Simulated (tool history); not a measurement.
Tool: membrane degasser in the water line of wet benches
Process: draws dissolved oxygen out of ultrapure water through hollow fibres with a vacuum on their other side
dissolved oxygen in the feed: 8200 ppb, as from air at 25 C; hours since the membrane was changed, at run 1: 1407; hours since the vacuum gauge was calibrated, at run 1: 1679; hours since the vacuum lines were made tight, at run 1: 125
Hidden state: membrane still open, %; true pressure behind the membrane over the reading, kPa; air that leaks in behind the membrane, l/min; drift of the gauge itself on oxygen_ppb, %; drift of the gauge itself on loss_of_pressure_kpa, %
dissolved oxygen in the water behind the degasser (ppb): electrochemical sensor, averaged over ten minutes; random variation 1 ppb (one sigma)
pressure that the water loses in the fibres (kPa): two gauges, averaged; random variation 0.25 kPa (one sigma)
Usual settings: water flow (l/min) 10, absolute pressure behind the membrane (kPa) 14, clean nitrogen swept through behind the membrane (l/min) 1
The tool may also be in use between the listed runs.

run     day  water flow (l/min)  absolute pressure behind the membrane (kPa)  clean nitrogen swept through behind the membrane (l/min)  hours since the membrane was changed  hours since the vacuum gauge was calibrated  hours since the vacuum lines were made tight  dissolved oxygen in the water behind the degasser (ppb)  pressure that the water loses in the fibres (kPa)
  1       0                  10                                           14                                                         1                                  1407                                         1679                                           125                                                    262.4                                              64.74
  2   3.579                  10                                           14                                                         1                                  1493                                         1765                                           211                                                    261.2                                              64.97
  3   5.604                  10                                           14                                                         1                                  1542                                         1813                                           260                                                    264.2                                              64.96
  4   8.504                  10                                           14                                                         1                                  1611                                         1883                                           329                                                    261.1                                              65.14
  5    10.3                  10                                           14                                                         1                                  1655                                         1926                                           372                                                      264                                               64.7
  6  13.821                  10                                           14                                                      0.55                                  1739                                         2010                                           457                                                    436.6                                              64.71
  7  16.604                  10                                         21.4                                                         1                                  1806                                         2077                                           524                                                    422.3                                              64.97
  8  18.488                  10                                         10.8                                                         1                                  1851                                         2122                                           569                                                    189.1                                              64.99
  9  21.358                  10                                         10.8                                                         1                                  1920                                         2191                                           638                                                    190.5                                              64.68
 10  23.812                  10                                         10.8                                                         1                                  1979                                         2250                                           697                                                    191.1                                              65.13
 11  26.983                  10                                         10.8                                                         1                                  2055                                         2326                                           773                                                    190.6                                              65.06
 12  30.133                  15                                           17                                                      0.94                                  2131                                         2402                                           848                                                    524.8                                              97.65
 13  34.133                  13                                         18.6                                                      1.02                                  2226                                         2498                                           944                                                    466.3                                              84.65
 14  36.888                  10                                         14.9                                                      1.46                                  2293                                         2564                                          1010                                                    204.1                                              64.83
 15  39.433                  10                                         14.9                                                      1.46                                  2354                                         2625                                          1072                                                    203.1                                              64.94
 16  43.029                  10                                         26.8                                                      1.57                                  2440                                         2711                                          1158                                                    363.6                                              64.59
 17  45.842                  10                                         12.9                                                      2.59                                  2508                                         2779                                          1225                                                    106.3                                              64.92
 18  49.062                   8                                         26.5                                                         1                                  2585                                         2856                                          1303                                                    431.1                                              51.79
 19  52.058                   8                                         26.5                                                         1                                  2657                                         2928                                          1375                                                    431.6                                              52.35
 20  54.629                  15                                           14                                                      1.23                                  2718                                         2990                                          1436                                                    349.9                                              97.61
 21  58.858                  15                                         23.4                                                      1.23                                  2820                                         3091                                          1538                                                    587.2                                              97.99

Forecast each of these 5 alternatives for the next run:
  A  61.296                  10                                         34.4                                                      1.25                                  2878                                         3150                                          1596                                                        ?                                                  ?
  B  61.296                  13                                         11.6                                                      2.66                                  2878                                         3150                                          1596                                                        ?                                                  ?
  C  61.296                  11                                           14                                                         1                                  2878                                         3150                                          1596                                                        ?                                                  ?
  D  61.296                   9                                          9.6                                                      0.73                                  2878                                         3150                                          1596                                                        ?                                                  ?
  E  61.296                  15                                         20.3                                                      1.23                                  2878                                         3150                                          1596                                                        ?                                                  ?

run  dissolved oxygen in the water behind the degasser (ppb)  pressure that the water loses in the fibres (kPa)
  A                                                    571.9                                              64.93
  B                                                      135                                              84.41
  C                                                    290.5                                              71.06
  D                                                    191.4                                              58.46
  E                                                    510.2                                              97.92
Without the tool's hidden state the same runs would have given:
run  dissolved oxygen in the water behind the degasser (ppb)  pressure that the water loses in the fibres (kPa)
  A                                                    571.6                                               64.9
  B                                                    134.8                                              84.37
  C                                                    290.3                                              71.02
  D                                                    191.2                                              58.43
  E                                                    509.9                                              97.86

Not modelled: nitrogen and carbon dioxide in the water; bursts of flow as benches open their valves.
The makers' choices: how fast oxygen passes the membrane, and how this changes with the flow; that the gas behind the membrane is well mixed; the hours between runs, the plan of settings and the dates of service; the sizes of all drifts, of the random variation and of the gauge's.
